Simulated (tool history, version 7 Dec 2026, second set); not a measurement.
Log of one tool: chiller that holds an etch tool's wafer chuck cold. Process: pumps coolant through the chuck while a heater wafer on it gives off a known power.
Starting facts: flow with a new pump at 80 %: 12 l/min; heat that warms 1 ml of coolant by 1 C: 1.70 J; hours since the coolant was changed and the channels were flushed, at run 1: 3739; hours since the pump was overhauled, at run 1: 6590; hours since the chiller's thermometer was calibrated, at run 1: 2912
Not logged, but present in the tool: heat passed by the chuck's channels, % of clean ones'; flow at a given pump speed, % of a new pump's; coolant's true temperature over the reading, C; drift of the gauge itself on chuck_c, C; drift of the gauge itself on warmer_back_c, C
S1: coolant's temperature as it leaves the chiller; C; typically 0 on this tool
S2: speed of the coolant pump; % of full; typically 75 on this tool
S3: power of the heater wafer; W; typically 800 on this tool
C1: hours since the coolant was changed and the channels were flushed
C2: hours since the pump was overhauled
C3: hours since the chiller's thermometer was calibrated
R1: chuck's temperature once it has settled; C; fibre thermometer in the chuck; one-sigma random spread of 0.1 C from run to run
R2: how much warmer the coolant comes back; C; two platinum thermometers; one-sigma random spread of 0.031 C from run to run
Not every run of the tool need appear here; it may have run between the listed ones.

run,day,S1,S2,S3,C1,C2,C3,R1,R2
1,0.000,0,75,800,3739,6590,2912,9.3,2.84
2,5.421,0,69,800,3869,6721,3042,10.2,3.09
3,11.304,0,69,800,4010,6862,3183,10.3,3.19
4,17.600,0,69,800,4161,7013,3334,10.4,3.20
5,23.242,0,72,800,4297,7148,3470,10.0,2.99
6,26.858,0,72,800,4383,7235,3556,9.9,3.04
7,33.942,0,72,800,4553,7405,3726,10.1,3.10
8,38.454,-3,68,625,4662,7513,3835,5.3,2.54
9,44.542,-3,68,625,4808,7659,3981,5.1,2.56
10,47.883,-3,68,625,4888,7740,4061,5.3,2.53
11,51.292,10,68,625,4970,7821,4143,18.3,2.52
12,57.283,10,84,625,5114,7965,4286,16.8,2.01

Forecast each of these 5 alternatives for the next run:
A,60.792,10,86,724,5198,8049,4371,?,?
B,60.792,0,75,481,5198,8049,4371,?,?
C,60.792,9,77,770,5198,8049,4371,?,?
D,60.792,0,84,549,5198,8049,4371,?,?
E,60.792,0,84,1069,5198,8049,4371,?,?

run,R1,R2
A,17.8,2.27
B,5.9,1.77
C,18.1,2.71
D,6.0,1.83
E,12.0,3.47
Without the tool's unlogged condition, the same runs would have read:
run,R1,R2
A,16.6,1.95
B,5.1,1.52
C,16.7,2.32
D,5.1,1.58
E,10.0,2.98
